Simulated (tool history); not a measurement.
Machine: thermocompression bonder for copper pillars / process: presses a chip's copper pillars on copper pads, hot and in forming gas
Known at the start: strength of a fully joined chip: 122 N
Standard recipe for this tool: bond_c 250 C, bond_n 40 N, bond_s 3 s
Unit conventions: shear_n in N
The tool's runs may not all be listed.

run,day,bond_c,bond_n,bond_s,shear_n
1,0.000,250,40,3,75.2
2,1.217,250,40,3,76.9
3,2.029,250,40,3,75.1
4,3.200,250,40,3,73.9
5,4.396,250,40,3,75.6
6,5.725,250,40,3,73.8
7,6.417,250,40,6,87.5
8,7.888,250,43,6,92.5
9,8.933,250,43,6,91.5
10,9.571,250,43,5,87.3
11,10.554,236,40,3,61.9
12,11.967,236,40,3,59.8
13,13.054,250,34,3,61.7
14,14.042,250,34,3,59.9
15,14.933,250,40,3,69.5
16,15.838,250,40,3,69.4
17,16.612,250,40,3,68.8
18,18.062,250,40,3,69.4
19,19.304,250,40,3,67.9
20,20.092,250,40,3,67.5
# day 20.225: force cell calibrated
21,21.242,250,40,3,64.6
22,22.196,250,35,4,63.8
23,23.108,250,28,4,50.8
24,23.933,250,28,4,51.9
# day 24.154: heater calibrated with a thermocouple chip
# day 24.762: force cell calibrated, once more
25,25.425,259,43,2,78.6
26,26.354,229,49,9,90.1
27,27.088,229,49,9,92.2
28,27.800,229,49,2,63.2
# day 28.938: forming gas filter changed
29,28.938,229,27,3,42.7
30,30.304,229,27,3,43.7
31,31.429,229,57,4,91.7
32,32.092,267,40,3,94.3
33,33.575,267,40,3,92.0
34,34.567,241,40,3,72.2
35,35.375,272,28,3,72.8
36,36.071,238,26,3,43.3
37,37.154,238,26,3,44.1
38,38.067,275,26,5,80.2
39,39.300,275,26,5,79.8
40,40.500,250,27,7,70.5
41,41.767,250,27,7,70.8

Selected run-to-run steps in shear_n, each split into two signed amounts: the part the tool would show with no hidden state at all (from settings, incoming material and random variation), and the remainder, which goes to the hidden state together with any gauge scatter not common to the measured and the hidden-state-free results:
Unlogged tool condition in this case: true temperature of the bond over the reading, C; force that reaches the chip, % of what is set; oxide that the forming gas leaves, % of the face; drift of the gauge itself on shear_n, %.
Run 24 -> 25: bond_c 250 -> 259, bond_n 28 -> 43, bond_s 4 -> 2, heater calibrated with a thermocouple chip, force cell calibrated, once more. shear_n +26.7 N: hidden state +8.5, all else +18.2.
Run 27 -> 28: bond_s 9 -> 2. shear_n -29.0 N: hidden state +2.3, all else -31.3.
Run 28 -> 29: bond_n 49 -> 27, bond_s 2 -> 3, forming gas filter changed. shear_n -20.5 N: hidden state +6.5, all else -27.0.
Run 30 -> 31: bond_n 27 -> 57, bond_s 3 -> 4. shear_n +48.0 N: hidden state -1.0, all else +49.0.
Run 35 -> 36: bond_c 272 -> 238, bond_n 28 -> 26. shear_n -29.5 N: hidden state +0.7, all else -30.2.
Run 37 -> 38: bond_c 238 -> 275, bond_s 3 -> 5. shear_n +36.1 N: hidden state -1.6, all else +37.7.

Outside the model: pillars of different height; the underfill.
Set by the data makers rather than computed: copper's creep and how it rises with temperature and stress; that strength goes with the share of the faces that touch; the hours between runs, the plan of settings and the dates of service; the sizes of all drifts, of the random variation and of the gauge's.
